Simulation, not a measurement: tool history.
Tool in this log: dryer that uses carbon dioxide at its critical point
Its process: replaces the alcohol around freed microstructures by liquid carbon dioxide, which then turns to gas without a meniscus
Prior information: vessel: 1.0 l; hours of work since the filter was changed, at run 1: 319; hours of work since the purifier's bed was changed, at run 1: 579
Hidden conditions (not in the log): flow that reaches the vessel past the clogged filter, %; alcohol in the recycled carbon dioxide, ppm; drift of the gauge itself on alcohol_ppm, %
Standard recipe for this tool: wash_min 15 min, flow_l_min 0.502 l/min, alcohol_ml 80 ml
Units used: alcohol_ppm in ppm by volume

run,day,wash_min,flow_l_min,alcohol_ml,hours of work since the filter was changed,hours of work since the purifier's bed was changed,alcohol_ppm
1,0,15,0.502,80,319,579,1042
2,1.05,15,0.502,115,334,595,1391
3,1.633,15,0.502,47,343,604,744
4,2.5,9,0.502,47,356,616,3254
5,3.608,13,0.502,80,372,633,1732
# day 3.942: purifier's bed changed
6,4.992,13,0.502,80,391,16,1500
7,6.262,13,0.502,80,410,35,1589
8,7.5,15,0.502,80,428,53,929
# day 8.379: inlet filter changed
9,8.833,15,0.502,80,7,72,449
10,10.104,15,0.502,80,26,91,449
11,10.838,15,0.502,80,37,102,461
12,12.167,15,0.502,80,56,122,505
13,13.192,15,0.502,80,72,137,501
14,13.854,15,0.502,80,81,147,518
15,14.504,15,0.502,80,91,156,530
16,15.075,15,0.502,73,100,165,507
17,16.208,15,0.502,80,116,182,562
18,16.829,15,0.502,80,126,191,570
19,17.467,15,0.502,80,135,200,605
20,18.817,11,0.502,80,155,220,2066
21,19.517,11,0.502,80,166,231,2164
22,20.354,10,0.502,80,178,243,2943
23,20.929,10,0.502,80,187,252,3009
24,22.083,14,0.396,50,204,269,1508
25,22.992,19,0.396,43,217,282,491
26,23.912,16,0.396,54,231,296,1078
27,24.708,10,0.348,80,243,308,9205
28,25.504,10,0.348,80,255,320,9053
29,26.45,19,0.502,41,269,334,251
30,27.438,19,0.382,115,283,349,1350
31,28.604,9,0.502,88,301,366,5006
32,29.283,12,0.769,88,311,376,387
33,30.308,14,0.769,88,326,391,257
34,31.192,14,0.769,88,339,404,282
35,31.892,22,0.715,88,349,415,203
36,33.192,12,0.651,70,369,434,701
37,34.067,11,0.651,25,382,447,484
38,34.658,10,0.837,86,391,456,596
39,35.879,13,0.428,61,409,474,2329
40,36.946,13,0.428,61,425,490,2412
# day 38.021: inlet filter changed
41,38.096,15,0.363,50,1,506,1430
42,38.842,23,0.509,71,12,517,283
43,40.008,16,0.502,50,30,535,433
44,40.638,16,0.502,50,39,544,449
45,41.683,16,0.502,50,54,560,465
46,42.592,19,0.502,80,68,573,380

For each run, the measured value with the value that run would have given without the tool's hidden condition subtracted. The run-to-run variation is shared by both, the gauge scatter possibly not:
run,alcohol_ppm
1,+638
2,+823
3,+511
4,+1313
5,+965
6,+726
7,+795
8,+529
9,+40
10,+59
11,+73
12,+98
13,+112
14,+126
15,+142
16,+144
17,+173
18,+184
19,+203
20,+462
21,+510
22,+653
23,+694
24,+442
25,+243
26,+408
27,+1743
28,+1777
29,+195
30,+606
31,+1491
32,+279
33,+223
34,+241
35,+199
36,+447
37,+339
38,+423
39,+1079
40,+1148
41,+243
42,+243
43,+260
44,+273
45,+287
46,+283

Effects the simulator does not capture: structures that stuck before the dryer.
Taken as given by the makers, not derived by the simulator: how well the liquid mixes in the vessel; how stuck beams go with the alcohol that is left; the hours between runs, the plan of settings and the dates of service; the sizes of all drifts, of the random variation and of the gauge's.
